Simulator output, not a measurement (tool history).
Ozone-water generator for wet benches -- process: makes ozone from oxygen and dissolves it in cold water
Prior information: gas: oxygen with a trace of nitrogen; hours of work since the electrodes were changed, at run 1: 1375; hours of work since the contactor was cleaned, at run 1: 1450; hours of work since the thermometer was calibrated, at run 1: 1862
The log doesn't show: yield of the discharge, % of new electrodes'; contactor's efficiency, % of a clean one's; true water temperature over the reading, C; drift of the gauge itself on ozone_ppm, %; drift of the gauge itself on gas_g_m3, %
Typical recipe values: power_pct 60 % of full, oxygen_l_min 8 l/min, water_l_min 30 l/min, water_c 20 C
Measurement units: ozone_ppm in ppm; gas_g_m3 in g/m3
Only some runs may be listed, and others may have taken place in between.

run	hour	power_pct	oxygen_l_min	water_l_min	water_c	hours of work since the electrodes were changed	hours of work since the contactor was cleaned	hours of work since the thermometer was calibrated	ozone_ppm	gas_g_m3
1	0	60	8	30	20	1375	1450	1862	14.3	150.2
2	26.6	60	8	30	20	1391	1466	1878	14.3	149.9
3	69.6	60	8	30	20	1418	1493	1905	14.4	148
4	111.5	60	8	30	20	1444	1519	1931	14.2	149.3
5	165.5	60	8	30	22	1478	1553	1964	13.5	148.2
6	204.5	60	8	30	22	1502	1577	1989	13.7	148.8
7	236.4	72	8	30	22	1522	1597	2008	15.7	172.5
8	281.4	60	8	30	20	1550	1625	2036	14.2	148.9
9	325.7	60	8	30	20	1577	1652	2064	14	147.7
10	357.7	60	8	30	20	1597	1672	2084	14	147.2
11	406.3	60	5.41	30	20	1627	1702	2114	13.9	181.6
12	442	60	8	31	20	1649	1724	2136	13.3	145.6
13	470.1	60	8	31	20	1667	1742	2154	13.4	147.7
14	518.5	60	8	30	17	1697	1772	2184	14.4	147.4
15	541.8	60	8	30	17	1711	1786	2198	14.4	145.9
16	567.5	60	8	30	20	1727	1802	2214	13.9	146.2
17	599.9	60	8	30	20	1748	1822	2234	13.7	145.9
18	627.4	60	8	30	20	1765	1840	2251	13.9	145.5
19	654.3	60	7.23	30	17	1781	1856	2268	14.2	153.5
20	687.7	60	4.38	30	24	1802	1877	2289	12.8	203.6
21	722.4	60	4.38	30	24	1824	1899	2310	12.8	202.7
22	748.6	83	11.15	19	15	1840	1915	2327	27.2	158.2
23	792.9	83	11.15	19	15	1867	1942	2354	27.2	158.8
24	839.6	83	11.15	19	15	1896	1971	2383	27.1	159.6
25	868	83	10.64	31	17	1914	1989	2401	17.7	162.4
26	896.9	73	6.01	35	13	1932	2007	2419	14.6	201
27	947.3	83	8	18	20	1963	2038	2450	26.6	188.8
28	988.2	42	8	29	20	1989	2064	2475	10.4	108.3
29	1025.7	97	6.25	36	26	2012	2087	2499	15.8	241.2
30	1074.2	88	8	45	20	2042	2117	2529	12.5	195.8
31	1124.7	88	8	45	20	2074	2149	2560	12.1	197.7
32	1174.5	88	8	45	20	2105	2179	2591	12.2	195.8
33	1213.5	88	13.95	19	20	2129	2204	2615	23.6	144.2
34	1247.7	88	13.95	19	20	2150	2225	2637	23.5	142.4

Subtracting, for every run, the result it would have given without the tool's unlogged condition from the measured result gives the following. The same run-to-run variation enters both numbers; the gauge's scatter may not:
run	ozone_ppm	gas_g_m3
1	-1.4	-10.5
2	-1.3	-10.5
3	-1.4	-10.7
4	-1.4	-11
5	-1.4	-11.2
6	-1.4	-11.5
7	-1.9	-16
8	-1.5	-11.8
9	-1.6	-11.9
10	-1.6	-12.1
11	-1.6	-15.2
12	-1.6	-12.5
13	-1.6	-12.7
14	-1.7	-12.9
15	-1.8	-13
16	-1.7	-13.1
17	-1.7	-13.3
18	-1.8	-13.4
19	-1.8	-14.3
20	-1.6	-19.2
21	-1.7	-19.4
22	-4.3	-20.6
23	-4.4	-20.9
24	-4.4	-21.3
25	-3.1	-22
26	-2.4	-24.6
27	-4.5	-26.2
28	-1	-7.2
29	-3.1	-38.6
30	-2.5	-29.7
31	-2.5	-30.6
32	-2.5	-30.7
33	-4.6	-22.9
34	-4.7	-23
